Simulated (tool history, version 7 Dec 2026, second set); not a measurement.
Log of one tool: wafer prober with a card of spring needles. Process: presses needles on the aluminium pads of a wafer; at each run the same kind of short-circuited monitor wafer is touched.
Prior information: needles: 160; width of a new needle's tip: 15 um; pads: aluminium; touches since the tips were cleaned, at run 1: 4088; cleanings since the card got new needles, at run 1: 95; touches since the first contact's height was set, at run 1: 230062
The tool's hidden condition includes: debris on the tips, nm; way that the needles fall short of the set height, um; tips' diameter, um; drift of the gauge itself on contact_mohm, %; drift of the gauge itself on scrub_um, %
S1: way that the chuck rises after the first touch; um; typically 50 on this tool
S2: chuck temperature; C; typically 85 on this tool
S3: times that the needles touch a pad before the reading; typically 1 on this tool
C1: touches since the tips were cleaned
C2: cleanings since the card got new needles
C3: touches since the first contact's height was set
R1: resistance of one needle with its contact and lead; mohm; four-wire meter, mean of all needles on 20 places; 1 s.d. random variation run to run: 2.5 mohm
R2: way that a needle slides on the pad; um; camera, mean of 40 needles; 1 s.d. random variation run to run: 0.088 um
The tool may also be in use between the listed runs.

run	hour	S1	S2	S3	C1	C2	C3	R1	R2
1	0	50	85	1	4088	95	230062	323	12.2
# hour 3.1: tips cleaned on abrasive film
# hour 15.4: tips cleaned on abrasive film
# hour 18.8: height of the first contact set anew
# hour 31.1: tips cleaned on abrasive film
# hour 43.4: tips cleaned on abrasive film
# hour 55.7: tips cleaned on abrasive film
2	63	50	85	1	2515	100	15012	310	12.97
# hour 69.2: tips cleaned on abrasive film
# hour 84.6: tips cleaned on abrasive film
# hour 96.8: tips cleaned on abrasive film
3	100.4	50	85	1	1198	103	27665	300	12.89
# hour 109.6: tips cleaned on abrasive film
# hour 124.9: tips cleaned on abrasive film
# hour 137.2: tips cleaned on abrasive film
# hour 152.6: tips cleaned on abrasive film
# hour 164.9: tips cleaned on abrasive film
4	168.3	50	85	1	1176	108	50710	306	12.83
# hour 177.5: tips cleaned on abrasive film
# hour 189.8: tips cleaned on abrasive film
# hour 205.2: tips cleaned on abrasive film
# hour 217.4: tips cleaned on abrasive film
# hour 229.7: tips cleaned on abrasive film
5	238.6	50	34	1	3030	113	74563	299	12.78
# hour 244.8: tips cleaned on abrasive film
# hour 257.1: tips cleaned on abrasive film
# hour 272.4: tips cleaned on abrasive film
# hour 287.8: tips cleaned on abrasive film
# hour 303.1: tips cleaned on abrasive film
# hour 318.2: tips cleaned on abrasive film
6	318.2	50	85	1	0	119	101538	293	12.55
# hour 333.5: tips cleaned on abrasive film
# hour 348.8: tips cleaned on abrasive film
# hour 361.1: tips cleaned on abrasive film
# hour 376.5: tips cleaned on abrasive film
7	385.9	50	85	1	3223	123	124547	316	12.55
# hour 389: tips cleaned on abrasive film
# hour 401.3: tips cleaned on abrasive film
# hour 416.7: tips cleaned on abrasive film
8	421.3	50	85	1	1604	126	136559	310	12.57
# hour 430.6: tips cleaned on abrasive film
# hour 442.9: tips cleaned on abrasive film
# hour 455.2: tips cleaned on abrasive film
# hour 470.5: tips cleaned on abrasive film
# hour 485.9: tips cleaned on abrasive film
# hour 498.1: tips cleaned on abrasive film
9	503.2	50	85	1	1713	132	164306	310	12.54
# hour 512.4: tips cleaned on abrasive film
# hour 527.7: tips cleaned on abrasive film
# hour 543.1: tips cleaned on abrasive film
# hour 558.4: tips cleaned on abrasive film
# hour 570.7: tips cleaned on abrasive film
10	577.8	50	40	1	2433	137	189651	300	12.33
# hour 584: tips cleaned on abrasive film
# hour 596.3: tips cleaned on abrasive film
# hour 611.7: tips cleaned on abrasive film
# hour 623.9: tips cleaned on abrasive film
# hour 637.5: tips cleaned on abrasive film
11	637.5	50	40	1	0	142	209871	284	12.19
# hour 652.8: tips cleaned on abrasive film
# hour 665.1: tips cleaned on abrasive film
# hour 680.5: tips cleaned on abrasive film
# hour 692.8: tips cleaned on abrasive film
# hour 708.1: tips cleaned on abrasive film
12	708.7	50	40	1	194	147	234016	284	12.08
# hour 718.1: height of the first contact set anew
# hour 721.3: tips cleaned on abrasive film
# hour 736.6: tips cleaned on abrasive film
# hour 748.9: tips cleaned on abrasive film
13	754.4	50	85	1	1867	150	12281	314	12.97
# hour 763.6: tips cleaned on abrasive film
# hour 778.9: tips cleaned on abrasive film
# hour 794.3: tips cleaned on abrasive film
# hour 809.6: tips cleaned on abrasive film
14	818.6	50	68	3	3070	154	34095	301	13.06
# hour 824.8: tips cleaned on abrasive film
# hour 840.1: tips cleaned on abrasive film
# hour 855.5: tips cleaned on abrasive film
# hour 870.8: tips cleaned on abrasive film
15	881.1	50	84	2	3511	158	55309	310	12.87
# hour 884.2: tips cleaned on abrasive film
# hour 899.6: tips cleaned on abrasive film
# hour 914.9: tips cleaned on abrasive film
# hour 930.3: tips cleaned on abrasive film
# hour 945.6: tips cleaned on abrasive film
16	948.1	50	26	1	847	163	78023	287	12.63
# hour 960.4: tips cleaned on abrasive film
# hour 975.7: tips cleaned on abrasive film
# hour 991: tips cleaned on abrasive film
17	991.8	50	26	1	249	166	92852	280	12.85
# hour 1004.1: tips cleaned on abrasive film
# hour 1019.4: tips cleaned on abrasive film
# hour 1034.7: tips cleaned on abrasive film
18	1040	50	26	1	1796	169	109227	294	12.75
# hour 1049.2: tips cleaned on abrasive film
# hour 1064.6: tips cleaned on abrasive film
# hour 1079.9: tips cleaned on abrasive film
# hour 1095.3: tips cleaned on abrasive film
# hour 1110: tips cleaned on abrasive film
19	1110	70	26	2	0	174	132968	268	17.81
# hour 1125.3: tips cleaned on abrasive film
# hour 1137.6: tips cleaned on abrasive film
# hour 1152.9: tips cleaned on abrasive film
# hour 1168.3: tips cleaned on abrasive film
# hour 1180.6: tips cleaned on abrasive film
20	1187.5	32	31	2	2379	179	159298	332	7.84
# hour 1193.7: tips cleaned on abrasive film
# hour 1209.1: tips cleaned on abrasive film
# hour 1221.4: tips cleaned on abrasive film
# hour 1233.6: tips cleaned on abrasive film
21	1243.3	50	72	3	3301	183	178217	303	12.43
# hour 1246.4: tips cleaned on abrasive film
# hour 1261.8: tips cleaned on abrasive film
# hour 1277.1: tips cleaned on abrasive film
# hour 1292.5: tips cleaned on abrasive film
# hour 1307.8: tips cleaned on abrasive film
# hour 1320.1: tips cleaned on abrasive film
22	1321.2	50	72	3	379	189	204627	293	12.4
# hour 1333.5: tips cleaned on abrasive film
# hour 1348.8: tips cleaned on abrasive film
# hour 1361.1: tips cleaned on abrasive film
# hour 1373.4: tips cleaned on abrasive film
23	1378.2	65	43	1	1633	193	223966	289	16.17
# hour 1387.4: tips cleaned on abrasive film
# hour 1399.7: tips cleaned on abrasive film
# hour 1415.1: tips cleaned on abrasive film
# hour 1415.4: height of the first contact set anew
24	1416	44	95	1	226	196	226	309	11.45
# hour 1428.3: tips cleaned on abrasive film
# hour 1443.7: tips cleaned on abrasive film
# hour 1459: tips cleaned on abrasive film
# hour 1474.3: tips cleaned on abrasive film
25	1474.4	44	95	1	13	200	20025	303	11.25

Entry by entry between the runs, the difference in hidden state between the last listed run before and the first listed run after:
Logged between run 1 and run 2: tips cleaned on abrasive film (hour 3.1); tips cleaned on abrasive film (hour 15.4); height of the first contact set anew (hour 18.8); tips cleaned on abrasive film (hour 31.1); tips cleaned on abrasive film (hour 43.4); tips cleaned on abrasive film (hour 55.7)
  debris on the tips, nm: 42.4 -> 33.8; way that the needles fall short of the set height, um: 2.96 -> 0.17; tips' diameter, um: 17.06 -> 17.17
  measured value less the no-hidden-state value, R1: +32 -> +22 mohm; R2: -0.77 -> -0.05 um
Logged between run 2 and run 3: tips cleaned on abrasive film (hour 69.2); tips cleaned on abrasive film (hour 84.6); tips cleaned on abrasive film (hour 96.8)
  debris on the tips, nm: 33.8 -> 17.1; way that the needles fall short of the set height, um: 0.17 -> 0.34; tips' diameter, um: 17.17 -> 17.23
  measured value less the no-hidden-state value, R1: +22 -> +14 mohm; R2: -0.05 -> -0.09 um
Logged between run 3 and run 4: tips cleaned on abrasive film (hour 109.6); tips cleaned on abrasive film (hour 124.9); tips cleaned on abrasive film (hour 137.2); tips cleaned on abrasive film (hour 152.6); tips cleaned on abrasive film (hour 164.9)
  debris on the tips, nm: 17.1 -> 21.8; way that the needles fall short of the set height, um: 0.34 -> 0.67; tips' diameter, um: 17.23 -> 17.34
  measured value less the no-hidden-state value, R1: +14 -> +17 mohm; R2: -0.09 -> -0.18 um
Logged between run 4 and run 5: tips cleaned on abrasive film (hour 177.5); tips cleaned on abrasive film (hour 189.8); tips cleaned on abrasive film (hour 205.2); tips cleaned on abrasive film (hour 217.4); tips cleaned on abrasive film (hour 229.7)
  debris on the tips, nm: 21.8 -> 40.3; way that the needles fall short of the set height, um: 0.67 -> 1.02; tips' diameter, um: 17.34 -> 17.46
  measured value less the no-hidden-state value, R1: +17 -> +30 mohm; R2: -0.18 -> -0.26 um
Logged between run 5 and run 6: tips cleaned on abrasive film (hour 244.8); tips cleaned on abrasive film (hour 257.1); tips cleaned on abrasive film (hour 272.4); tips cleaned on abrasive film (hour 287.8); tips cleaned on abrasive film (hour 303.1); tips cleaned on abrasive film (hour 318.2)
  debris on the tips, nm: 40.3 -> 3.2; way that the needles fall short of the set height, um: 1.02 -> 1.38; tips' diameter, um: 17.46 -> 17.59
  measured value less the no-hidden-state value, R1: +30 -> +7 mohm; R2: -0.26 -> -0.36 um
Logged between run 6 and run 7: tips cleaned on abrasive film (hour 333.5); tips cleaned on abrasive film (hour 348.8); tips cleaned on abrasive film (hour 361.1); tips cleaned on abrasive film (hour 376.5)
  debris on the tips, nm: 3.2 -> 35.5; way that the needles fall short of the set height, um: 1.38 -> 1.59; tips' diameter, um: 17.59 -> 17.66
  measured value less the no-hidden-state value, R1: +7 -> +27 mohm; R2: -0.36 -> -0.41 um
Logged between run 7 and run 8: tips cleaned on abrasive film (hour 389); tips cleaned on abrasive film (hour 401.3); tips cleaned on abrasive film (hour 416.7)
  debris on the tips, nm: 35.5 -> 26; way that the needles fall short of the set height, um: 1.59 -> 1.76; tips' diameter, um: 17.66 -> 17.72
  measured value less the no-hidden-state value, R1: +27 -> +22 mohm; R2: -0.41 -> -0.45 um
Logged between run 8 and run 9: tips cleaned on abrasive film (hour 430.6); tips cleaned on abrasive film (hour 442.9); tips cleaned on abrasive film (hour 455.2); tips cleaned on abrasive film (hour 470.5); tips cleaned on abrasive film (hour 485.9); tips cleaned on abrasive film (hour 498.1)
  debris on the tips, nm: 26 -> 26.2; way that the needles fall short of the set height, um: 1.76 -> 2.11; tips' diameter, um: 17.72 -> 17.85
  measured value less the no-hidden-state value, R1: +22 -> +23 mohm; R2: -0.45 -> -0.55 um
Logged between run 9 and run 10: tips cleaned on abrasive film (hour 512.4); tips cleaned on abrasive film (hour 527.7); tips cleaned on abrasive film (hour 543.1); tips cleaned on abrasive film (hour 558.4); tips cleaned on abrasive film (hour 570.7)
  debris on the tips, nm: 26.2 -> 31.5; way that the needles fall short of the set height, um: 2.11 -> 2.46; tips' diameter, um: 17.85 -> 17.97
  measured value less the no-hidden-state value, R1: +23 -> +28 mohm; R2: -0.55 -> -0.65 um
Logged between run 10 and run 11: tips cleaned on abrasive film (hour 584); tips cleaned on abrasive film (hour 596.3); tips cleaned on abrasive film (hour 611.7); tips cleaned on abrasive film (hour 623.9); tips cleaned on abrasive film (hour 637.5)
  debris on the tips, nm: 31.5 -> 2.1; way that the needles fall short of the set height, um: 2.46 -> 2.78; tips' diameter, um: 17.97 -> 18.08
  measured value less the no-hidden-state value, R1: +28 -> +8 mohm; R2: -0.65 -> -0.72 um
Logged between run 11 and run 12: tips cleaned on abrasive film (hour 652.8); tips cleaned on abrasive film (hour 665.1); tips cleaned on abrasive film (hour 680.5); tips cleaned on abrasive film (hour 692.8); tips cleaned on abrasive film (hour 708.1)
  debris on the tips, nm: 2.1 -> 7.2; way that the needles fall short of the set height, um: 2.78 -> 3.08; tips' diameter, um: 18.08 -> 18.18
  measured value less the no-hidden-state value, R1: +8 -> +12 mohm; R2: -0.72 -> -0.79 um
Logged between run 12 and run 13: height of the first contact set anew (hour 718.1); tips cleaned on abrasive film (hour 721.3); tips cleaned on abrasive film (hour 736.6); tips cleaned on abrasive film (hour 748.9)
  debris on the tips, nm: 7.2 -> 28.3; way that the needles fall short of the set height, um: 3.08 -> 0.18; tips' diameter, um: 18.18 -> 18.25
  measured value less the no-hidden-state value, R1: +12 -> +23 mohm; R2: -0.79 -> -0.04 um
Logged between run 13 and run 14: tips cleaned on abrasive film (hour 763.6); tips cleaned on abrasive film (hour 778.9); tips cleaned on abrasive film (hour 794.3); tips cleaned on abrasive film (hour 809.6)
  debris on the tips, nm: 28.3 -> 39.7; way that the needles fall short of the set height, um: 0.18 -> 0.38; tips' diameter, um: 18.25 -> 18.32
  measured value less the no-hidden-state value, R1: +23 -> +15 mohm; R2: -0.04 -> -0.1 um
Logged between run 14 and run 15: tips cleaned on abrasive film (hour 824.8); tips cleaned on abrasive film (hour 840.1); tips cleaned on abrasive film (hour 855.5); tips cleaned on abrasive film (hour 870.8)
  debris on the tips, nm: 39.7 -> 43.1; way that the needles fall short of the set height, um: 0.38 -> 0.61; tips' diameter, um: 18.32 -> 18.4
  measured value less the no-hidden-state value, R1: +15 -> +23 mohm; R2: -0.1 -> -0.16 um
Logged between run 15 and run 16: tips cleaned on abrasive film (hour 884.2); tips cleaned on abrasive film (hour 899.6); tips cleaned on abrasive film (hour 914.9); tips cleaned on abrasive film (hour 930.3); tips cleaned on abrasive film (hour 945.6)
  debris on the tips, nm: 43.1 -> 18.2; way that the needles fall short of the set height, um: 0.61 -> 0.92; tips' diameter, um: 18.4 -> 18.51
  measured value less the no-hidden-state value, R1: +23 -> +18 mohm; R2: -0.16 -> -0.24 um
Logged between run 16 and run 17: tips cleaned on abrasive film (hour 960.4); tips cleaned on abrasive film (hour 975.7); tips cleaned on abrasive film (hour 991)
  debris on the tips, nm: 18.2 -> 9; way that the needles fall short of the set height, um: 0.92 -> 1.11; tips' diameter, um: 18.51 -> 18.57
  measured value less the no-hidden-state value, R1: +18 -> +12 mohm; R2: -0.24 -> -0.29 um
Logged between run 17 and run 18: tips cleaned on abrasive film (hour 1004.1); tips cleaned on abrasive film (hour 1019.4); tips cleaned on abrasive film (hour 1034.7)
  debris on the tips, nm: 9 -> 27.6; way that the needles fall short of the set height, um: 1.11 -> 1.31; tips' diameter, um: 18.57 -> 18.64
  measured value less the no-hidden-state value, R1: +12 -> +26 mohm; R2: -0.29 -> -0.35 um
Logged between run 18 and run 19: tips cleaned on abrasive film (hour 1049.2); tips cleaned on abrasive film (hour 1064.6); tips cleaned on abrasive film (hour 1079.9); tips cleaned on abrasive film (hour 1095.3); tips cleaned on abrasive film (hour 1110)
  debris on the tips, nm: 27.6 -> 5.8; way that the needles fall short of the set height, um: 1.31 -> 1.57; tips' diameter, um: 18.64 -> 18.73
  measured value less the no-hidden-state value, R1: +26 -> +5 mohm; R2: -0.35 -> -0.41 um
Logged between run 19 and run 20: tips cleaned on abrasive film (hour 1125.3); tips cleaned on abrasive film (hour 1137.6); tips cleaned on abrasive film (hour 1152.9); tips cleaned on abrasive film (hour 1168.3); tips cleaned on abrasive film (hour 1180.6)
  debris on the tips, nm: 5.8 -> 34.8; way that the needles fall short of the set height, um: 1.57 -> 1.87; tips' diameter, um: 18.73 -> 18.84
  measured value less the no-hidden-state value, R1: +5 -> +49 mohm; R2: -0.41 -> -0.49 um
Logged between run 20 and run 21: tips cleaned on abrasive film (hour 1193.7); tips cleaned on abrasive film (hour 1209.1); tips cleaned on abrasive film (hour 1221.4); tips cleaned on abrasive film (hour 1233.6)
  debris on the tips, nm: 34.8 -> 39.2; way that the needles fall short of the set height, um: 1.87 -> 2.11; tips' diameter, um: 18.84 -> 18.92
  measured value less the no-hidden-state value, R1: +49 -> +18 mohm; R2: -0.49 -> -0.55 um
Logged between run 21 and run 22: tips cleaned on abrasive film (hour 1246.4); tips cleaned on abrasive film (hour 1261.8); tips cleaned on abrasive film (hour 1277.1); tips cleaned on abrasive film (hour 1292.5); tips cleaned on abrasive film (hour 1307.8); tips cleaned on abrasive film (hour 1320.1)
  debris on the tips, nm: 39.2 -> 7.9; way that the needles fall short of the set height, um: 2.11 -> 2.48; tips' diameter, um: 18.92 -> 19.05
  measured value less the no-hidden-state value, R1: +18 -> +10 mohm; R2: -0.55 -> -0.65 um
Logged between run 22 and run 23: tips cleaned on abrasive film (hour 1333.5); tips cleaned on abrasive film (hour 1348.8); tips cleaned on abrasive film (hour 1361.1); tips cleaned on abrasive film (hour 1373.4)
  debris on the tips, nm: 7.9 -> 26.8; way that the needles fall short of the set height, um: 2.48 -> 2.69; tips' diameter, um: 19.05 -> 19.13
  measured value less the no-hidden-state value, R1: +10 -> +19 mohm; R2: -0.65 -> -0.7 um
Logged between run 23 and run 24: tips cleaned on abrasive film (hour 1387.4); tips cleaned on abrasive film (hour 1399.7); tips cleaned on abrasive film (hour 1415.1); height of the first contact set anew (hour 1415.4)
  debris on the tips, nm: 26.8 -> 8.5; way that the needles fall short of the set height, um: 2.69 -> 0; tips' diameter, um: 19.13 -> 19.18
  measured value less the no-hidden-state value, R1: +19 -> +15 mohm; R2: -0.7 -> +0 um
Logged between run 24 and run 25: tips cleaned on abrasive film (hour 1428.3); tips cleaned on abrasive film (hour 1443.7); tips cleaned on abrasive film (hour 1459); tips cleaned on abrasive film (hour 1474.3)
  debris on the tips, nm: 8.5 -> 3.1; way that the needles fall short of the set height, um: 0 -> 0.29; tips' diameter, um: 19.18 -> 19.28
  measured value less the no-hidden-state value, R1: +15 -> +11 mohm; R2: +0 -> -0.08 um

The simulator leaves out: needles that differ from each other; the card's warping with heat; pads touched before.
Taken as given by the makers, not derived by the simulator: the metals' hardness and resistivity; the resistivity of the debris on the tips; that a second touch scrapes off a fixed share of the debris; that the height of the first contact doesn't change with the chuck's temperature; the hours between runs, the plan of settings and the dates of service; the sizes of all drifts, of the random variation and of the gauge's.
